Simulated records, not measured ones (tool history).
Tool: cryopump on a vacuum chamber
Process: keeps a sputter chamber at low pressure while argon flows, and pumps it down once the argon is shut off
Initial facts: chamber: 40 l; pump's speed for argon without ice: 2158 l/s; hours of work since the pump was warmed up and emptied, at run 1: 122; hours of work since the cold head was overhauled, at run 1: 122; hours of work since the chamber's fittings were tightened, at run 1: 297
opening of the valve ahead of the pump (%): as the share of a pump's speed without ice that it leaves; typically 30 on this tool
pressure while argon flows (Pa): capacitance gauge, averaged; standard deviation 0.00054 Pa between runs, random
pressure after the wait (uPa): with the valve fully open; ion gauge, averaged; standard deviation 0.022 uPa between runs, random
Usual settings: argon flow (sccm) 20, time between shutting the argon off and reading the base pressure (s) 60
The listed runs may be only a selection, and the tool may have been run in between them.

run	hour	argon flow (sccm)	time between shutting the argon off and reading the base pressure (s)	opening of the valve ahead of the pump (%)	hours of work since the pump was warmed up and emptied	hours of work since the cold head was overhauled	hours of work since the chamber's fittings were tightened	pressure while argon flows (Pa)	pressure after the wait (uPa)
1	0	20	60	30	122	122	297	0.0525	0.77
2	16.5	20	60	30	132	132	307	0.0529	0.78
3	30.1	26	60	30	140	140	316	0.0693	0.78
4	44.1	18	60	30	149	149	325	0.0479	0.78
5	55.8	18	51	30	157	157	332	0.0483	0.87
6	67.1	18	51	30	164	164	339	0.0489	0.87
7	77.6	12	60	30	170	170	346	0.0315	0.79
8	95.3	9	60	30	181	181	357	0.0238	0.79
9	105.4	9	60	30	188	188	363	0.0242	0.81
10	121	9	60	30	197	197	373	0.023	0.81
11	141.8	10	60	17	210	210	386	0.0468	0.83
12	151	21	31	17	216	216	392	0.0971	1.22
13	166.4	21	31	17	226	226	401	0.0986	1.23
14	185	21	31	17	237	237	413	0.0993	1.2
15	196.2	36	60	34	244	244	420	0.0854	0.88
16	213.6	8	85	34	255	255	431	0.0193	0.75
17	231.4	22	123	19	266	266	442	0.0929	0.67
18	247.2	30	29	30	276	276	452	0.0794	1.34

How would selected steps in pressure while argon flows (Pa) from run to run divide? Give the signed amount a tool lacking its hidden state would still show from settings, what came in and random variation, and the signed amount left for the hidden state, including any gauge scatter that is not in both of the compared results.
Hidden state present: pump's speed, % of a pump's without ice; cold plate's temperature, K; leak into the chamber, uPa l/s; drift of the gauge itself on working_pa, %; drift of the gauge itself on base_upa, %.
Run 15 -> 16: argon flow (sccm) 36 -> 8, time between shutting the argon off and reading the base pressure (s) 60 -> 85. pressure while argon flows (Pa) -0.0661: hidden state -0.0022, all else -0.0639.
Run 16 -> 17: argon flow (sccm) 8 -> 22, time between shutting the argon off and reading the base pressure (s) 85 -> 123, opening of the valve ahead of the pump (%) 34 -> 19. pressure while argon flows (Pa) +0.0736: hidden state +0.0013, all else +0.0723.
